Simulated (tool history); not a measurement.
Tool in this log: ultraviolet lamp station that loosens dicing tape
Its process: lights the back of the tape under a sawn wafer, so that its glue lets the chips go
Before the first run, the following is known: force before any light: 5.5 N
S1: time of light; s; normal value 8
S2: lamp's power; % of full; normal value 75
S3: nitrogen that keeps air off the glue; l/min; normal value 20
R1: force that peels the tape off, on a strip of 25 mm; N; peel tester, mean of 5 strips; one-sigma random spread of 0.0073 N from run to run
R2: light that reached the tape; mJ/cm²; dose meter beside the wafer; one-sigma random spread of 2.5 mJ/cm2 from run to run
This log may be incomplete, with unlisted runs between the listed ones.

run,hour,S1,S2,S3,R1,R2
1,0,8,75,20,0.312,260
2,12.7,8,75,20,0.304,261
3,23.4,8,75,20,0.304,262
4,40.6,8,75,6,0.775,259
5,54.8,8,75,6,0.778,258
6,73.1,8,75,6,0.798,256
7,82.4,8,75,6,0.796,256
8,100.1,8,75,20,0.332,254
9,109.9,8,75,20,0.321,249
10,127.7,8,75,20,0.328,249
11,148.2,8,75,20,0.339,248
12,161.9,8,75,20,0.351,246
13,172.9,8,75,20,0.352,246
14,192.2,8,75,20,0.336,245
15,213.1,8,67,20,0.439,217
16,233.6,8,75,20,0.362,237
17,243.9,8,75,8,0.716,240
18,255.1,8,75,8,0.723,236
19,272.4,8,75,8,0.712,238
20,281.4,8,75,8,0.724,236
21,296.3,9,75,16,0.358,266
22,307.3,5,74,11,1.268,142
# hour 309.5: window cleaned of glue's vapour
23,319.8,5,99,7,1.177,185
24,339.4,4,75,13,1.618,111
# hour 354.5: window cleaned of glue's vapour, once more
25,355,8,77,20,0.326,257
26,373.9,8,66,12,0.618,219
27,387.5,8,66,12,0.608,218
28,405,8,66,12,0.655,214
29,415.1,8,66,12,0.671,214
30,434,8,66,12,0.64,208
31,442.9,8,66,20,0.447,215
32,456.1,8,86,15,0.355,276
33,468.6,5,83,17,0.812,168
34,487.7,9,97,17,0.231,350
35,498.1,8,75,11,0.566,235
36,518.5,6,64,10,1.337,151

Forecast each of these 5 alternatives for the next run:
A,533.2,7,75,9,?,?
B,533.2,5,79,20,?,?
C,533.2,8,76,34,?,?
D,533.2,13,81,35,?,?
E,533.2,6,74,7,?,?

run,R1,R2
A,0.836,203
B,0.783,153
C,0.263,238
D,0.163,413
E,1.285,174
Without the tool's unlogged condition, the same runs would have read:
run,R1,R2
A,0.581,251
B,0.537,189
C,0.197,293
D,0.158,509
E,0.945,214

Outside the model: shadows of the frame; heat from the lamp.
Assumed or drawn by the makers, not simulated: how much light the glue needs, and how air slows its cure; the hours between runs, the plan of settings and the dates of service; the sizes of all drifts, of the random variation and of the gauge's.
